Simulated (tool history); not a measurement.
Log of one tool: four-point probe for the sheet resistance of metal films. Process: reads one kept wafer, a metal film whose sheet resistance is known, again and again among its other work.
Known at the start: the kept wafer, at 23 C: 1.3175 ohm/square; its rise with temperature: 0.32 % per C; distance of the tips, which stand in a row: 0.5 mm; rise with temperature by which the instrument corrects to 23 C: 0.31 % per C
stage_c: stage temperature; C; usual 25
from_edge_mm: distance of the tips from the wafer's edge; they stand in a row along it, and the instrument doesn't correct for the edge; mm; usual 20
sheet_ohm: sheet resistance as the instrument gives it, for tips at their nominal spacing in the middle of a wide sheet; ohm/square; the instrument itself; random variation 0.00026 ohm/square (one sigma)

run	hour	stage_c	from_edge_mm	sheet_ohm
1	0	25	20	1.318307
# hour 10: new probe head fitted
2	11.7	25	20	1.318325
3	26.8	25	4	1.328934
4	44	25	4	1.328946
5	62.3	25	8	1.320848
6	70.8	25	8	1.320738
7	83.6	25	8	1.32024
8	94.4	25	8	1.320956
9	108.8	25	8	1.320443
10	124.6	25	20	1.318174
11	138.4	25	20	1.318431
12	153.9	28	20	1.319107
13	166.4	28	20	1.319263
14	177.6	19	42	1.316932
15	187.9	19	42	1.317102
16	201.6	31	33	1.318539
17	210.8	31	7	1.322286
18	229.8	31	7	1.322323
19	248.6	21	28	1.316924
20	264.6	22	17	1.31772
21	273.5	29	23	1.318924
22	292.1	29	23	1.318687

5 ways to go on from here, each from the tool as it stands after run 22. What would each give?
A	304.4	20	15	?
B	304.4	32	15	?
C	304.4	25	11	?
D	304.4	25	3	?
E	304.4	27	10	?

run	sheet_ohm
A	1.318296
B	1.320078
C	1.319457
D	1.336823
E	1.32024
Without the tool's hidden state the same runs would have given:
run	sheet_ohm
A	1.318263
B	1.320045
C	1.319424
D	1.33679
E	1.320207
